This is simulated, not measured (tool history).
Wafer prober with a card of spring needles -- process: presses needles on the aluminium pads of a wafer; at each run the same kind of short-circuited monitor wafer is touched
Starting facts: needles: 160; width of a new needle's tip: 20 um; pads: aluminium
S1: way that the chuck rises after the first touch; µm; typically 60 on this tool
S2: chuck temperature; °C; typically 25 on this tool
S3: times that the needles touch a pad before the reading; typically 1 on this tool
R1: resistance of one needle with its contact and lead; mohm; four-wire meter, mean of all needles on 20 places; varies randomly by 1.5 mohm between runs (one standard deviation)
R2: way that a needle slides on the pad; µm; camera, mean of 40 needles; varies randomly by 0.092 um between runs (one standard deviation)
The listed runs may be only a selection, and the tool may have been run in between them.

run  hour  S1  S2  S3   R1     R2
  1   0.0  60  25   1  255  15.06
      1.0  -- tips cleaned on abrasive film
      7.7  -- tips cleaned on abrasive film
     14.1  -- tips cleaned on abrasive film
  2  15.3  60  25   2  169  14.81
     19.9  -- tips cleaned on abrasive film
     25.9  -- tips cleaned on abrasive film
  3  27.4  60  25   2  174  14.81
     32.7  -- tips cleaned on abrasive film
     38.9  -- tips cleaned on abrasive film
  4  40.4  60  25   2  175  14.90
     45.1  -- tips cleaned on abrasive film
     47.7  -- tips cleaned on abrasive film, once more
     54.3  -- tips cleaned on abrasive film
  5  55.8  60  25   2  167  14.81
     60.1  -- tips cleaned on abrasive film
     66.4  -- tips cleaned on abrasive film
  6  70.7  54  37   1  282  13.00

Run 7 has not been measured yet. What should we expect?
     73.1  -- tips cleaned on abrasive film
     78.9  -- tips cleaned on abrasive film
  7  79.6  54  37   1   ?   ?

Run 7 yielded R1 192 mohm, R2 13.14 µm.
Were there no unlogged condition in the tool, this run, its random variation unchanged, would have produced R1 141 mohm, R2 13.97 µm.
